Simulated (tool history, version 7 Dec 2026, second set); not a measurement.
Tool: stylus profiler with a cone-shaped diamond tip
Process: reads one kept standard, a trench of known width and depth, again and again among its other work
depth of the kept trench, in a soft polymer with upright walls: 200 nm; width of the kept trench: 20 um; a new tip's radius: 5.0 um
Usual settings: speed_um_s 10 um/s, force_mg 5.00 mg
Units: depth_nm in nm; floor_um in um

run	day	speed_um_s	force_mg	depth_nm	floor_um
1	0.000	10	5.00	203.08	15.54
2	2.062	12	5.00	203.07	15.51
# day 2.225: height scale calibrated on a step standard
3	3.692	10	5.00	202.99	15.49
4	4.883	10	5.00	202.97	15.48
5	5.925	2	5.00	202.97	15.48
6	7.858	6	5.00	202.98	15.46
7	8.929	6	5.00	202.95	15.46
8	10.121	6	5.00	202.94	15.44
9	11.667	2	5.00	202.92	15.30
10	12.892	2	5.00	202.89	15.37
11	14.029	2	6.18	203.42	15.36
# day 15.521: height scale calibrated on a step standard, once more
12	15.754	18	2.14	201.94	15.27
13	17.092	8	4.79	203.37	15.29
14	18.975	8	4.79	203.38	15.27
15	19.962	8	4.79	203.34	15.13
16	22.004	7	3.87	202.87	15.18

The next listed run, before its measurement:
17	23.354	7	3.87	?	?

depth_nm: 202.87 nm
floor_um: 15.20 um
Without the tool's hidden state the same run would have given depth_nm 202.96 nm, floor_um 17.21 um.
